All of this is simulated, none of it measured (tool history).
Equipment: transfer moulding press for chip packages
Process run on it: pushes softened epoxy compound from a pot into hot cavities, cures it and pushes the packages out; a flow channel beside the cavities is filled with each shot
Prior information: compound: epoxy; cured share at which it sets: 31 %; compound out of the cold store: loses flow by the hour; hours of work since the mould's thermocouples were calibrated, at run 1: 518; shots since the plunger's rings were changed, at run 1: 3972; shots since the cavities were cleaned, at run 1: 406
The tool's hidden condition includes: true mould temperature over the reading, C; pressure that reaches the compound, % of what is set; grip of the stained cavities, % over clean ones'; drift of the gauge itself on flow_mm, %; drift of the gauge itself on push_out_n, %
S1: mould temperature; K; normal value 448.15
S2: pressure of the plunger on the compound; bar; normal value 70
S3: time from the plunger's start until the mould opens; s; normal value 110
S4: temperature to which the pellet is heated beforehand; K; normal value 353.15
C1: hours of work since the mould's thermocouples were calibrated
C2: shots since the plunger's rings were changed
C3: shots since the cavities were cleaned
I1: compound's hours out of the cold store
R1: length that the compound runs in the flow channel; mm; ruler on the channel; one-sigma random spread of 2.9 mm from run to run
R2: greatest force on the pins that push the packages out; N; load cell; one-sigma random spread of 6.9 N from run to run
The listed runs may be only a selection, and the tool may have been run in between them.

| run | hour | S1 | S2 | S3 | S4 | C1 | C2 | C3 | I1 | R1 | R2 |
|---|---|---|---|---|---|---|---|---|---|---|---|
| 1 | 0 | 448.15 | 70 | 110 | 353.15 | 518 | 3972 | 406 | 45.1 | 460 | 379 |
|  | 9.9 | mould's thermocouples calibrated |
|  | 33.5 | cavities cleaned with cleaning compound and waxed |
| 2 | 57.2 | 448.15 | 70 | 111 | 353.15 | 34 | 4586 | 270 | 20.7 | 529 | 395 |
|  | 100.9 | cavities cleaned with cleaning compound and waxed |
| 3 | 110.1 | 448.15 | 70 | 110 | 353.15 | 71 | 5175 | 105 | 35 | 482 | 330 |
| 4 | 148.3 | 448.15 | 70 | 110 | 353.15 | 99 | 5612 | 542 | 23.1 | 512 | 439 |
|  | 166.5 | cavities cleaned with cleaning compound and waxed |
| 5 | 193.3 | 448.15 | 70 | 110 | 353.15 | 131 | 6110 | 306 | 16.5 | 527 | 403 |
|  | 234.7 | mould's thermocouples calibrated, once more |
|  | 236.2 | cavities cleaned with cleaning compound and waxed |
| 6 | 246.9 | 448.15 | 70 | 110 | 353.15 | 8 | 6684 | 122 | 14.8 | 533 | 337 |
|  | 255.7 | plunger's sealing rings changed |
| 7 | 300.3 | 448.15 | 70 | 110 | 353.15 | 45 | 511 | 706 | 14.8 | 561 | 453 |
|  | 305.1 | cavities cleaned with cleaning compound and waxed |
| 8 | 335.5 | 448.15 | 70 | 110 | 353.15 | 70 | 896 | 347 | 46.3 | 470 | 379 |
| 9 | 363.3 | 448.15 | 70 | 110 | 353.15 | 90 | 1215 | 666 | 23.4 | 528 | 460 |
|  | 370 | cavities cleaned with cleaning compound and waxed |
| 10 | 411.8 | 448.15 | 70 | 110 | 353.15 | 125 | 1753 | 479 | 22 | 532 | 411 |
|  | 437.3 | cavities cleaned with cleaning compound and waxed |
| 11 | 467 | 448.15 | 70 | 110 | 353.15 | 164 | 2367 | 340 | 32.2 | 496 | 392 |
| 12 | 496.5 | 448.15 | 68.2 | 110 | 353.15 | 186 | 2705 | 678 | 40.5 | 470 | 447 |
|  | 501.6 | cavities cleaned with cleaning compound and waxed |
| 13 | 539.5 | 448.15 | 68.2 | 110 | 353.15 | 216 | 3180 | 433 | 20.6 | 525 | 397 |
|  | 565.8 | cavities cleaned with cleaning compound and waxed |
| 14 | 594.3 | 448.15 | 68.2 | 110 | 353.15 | 256 | 3792 | 328 | 28.7 | 501 | 382 |
|  | 631.5 | cavities cleaned with cleaning compound and waxed |
| 15 | 631.9 | 445.15 | 68.2 | 127 | 353.15 | 282 | 4204 | 4 | 36.6 | 482 | 285 |
| 16 | 683.2 | 445.15 | 68.2 | 127 | 353.15 | 320 | 4792 | 592 | 44.9 | 454 | 412 |
|  | 698.4 | cavities cleaned with cleaning compound and waxed |
| 17 | 739.5 | 448.15 | 70 | 148 | 357.15 | 360 | 5420 | 472 | 18.9 | 526 | 365 |
|  | 762.4 | cavities cleaned with cleaning compound and waxed |
| 18 | 798.1 | 448.15 | 81.6 | 107 | 353.15 | 402 | 6074 | 410 | 14.4 | 579 | 431 |
|  | 829.3 | cavities cleaned with cleaning compound and waxed |
| 19 | 847.8 | 448.15 | 58.2 | 110 | 353.15 | 437 | 6625 | 211 | 11.5 | 492 | 387 |
|  | 864.4 | plunger's sealing rings changed |
| 20 | 878.2 | 448.15 | 58.2 | 110 | 353.15 | 458 | 158 | 531 | 18.1 | 500 | 445 |
|  | 896.5 | cavities cleaned with cleaning compound and waxed |
| 21 | 922.8 | 448.15 | 58.2 | 110 | 353.15 | 490 | 652 | 302 | 12.2 | 516 | 399 |
| 22 | 948.7 | 448.15 | 58.2 | 110 | 353.15 | 509 | 948 | 598 | 20.8 | 492 | 448 |
|  | 961 | cavities cleaned with cleaning compound and waxed |
|  | 973.4 | mould's thermocouples calibrated |
| 23 | 998.4 | 448.15 | 52.6 | 112 | 353.15 | 18 | 1478 | 406 | 16.2 | 474 | 394 |
|  | 1029.6 | cavities cleaned with cleaning compound and waxed |
| 24 | 1055.5 | 448.15 | 70 | 110 | 350.15 | 59 | 2114 | 297 | 25 | 519 | 365 |
|  | 1094.5 | cavities cleaned with cleaning compound and waxed |
| 25 | 1113.2 | 448.15 | 59.6 | 146 | 355.15 | 101 | 2758 | 215 | 19.6 | 493 | 325 |
|  | 1161.3 | cavities cleaned with cleaning compound and waxed |
| 26 | 1161.3 | 451.15 | 59.6 | 146 | 354.15 | 135 | 3292 | 0 | 42.6 | 420 | 250 |

3 options for the next run, each taken on its own from the tool as it stands now. Forecast them:
| A | 1196.5 | 448.15 | 70 | 110 | 355.15 | 161 | 3695 | 403 | 21.9 | ? | ? |
| B | 1196.5 | 451.15 | 59.6 | 140 | 353.15 | 161 | 3695 | 403 | 15.2 | ? | ? |
| C | 1196.5 | 447.15 | 70 | 110 | 353.15 | 161 | 3695 | 403 | 20.9 | ? | ? |

| run | R1 | R2 |
|---|---|---|
| A | 523 | 407 |
| B | 494 | 353 |
| C | 527 | 419 |
The same runs, with their run-to-run variation unchanged, on a tool lacking any hidden condition would have given:
| run | R1 | R2 |
|---|---|---|
| A | 541 | 294 |
| B | 510 | 255 |
| C | 545 | 302 |

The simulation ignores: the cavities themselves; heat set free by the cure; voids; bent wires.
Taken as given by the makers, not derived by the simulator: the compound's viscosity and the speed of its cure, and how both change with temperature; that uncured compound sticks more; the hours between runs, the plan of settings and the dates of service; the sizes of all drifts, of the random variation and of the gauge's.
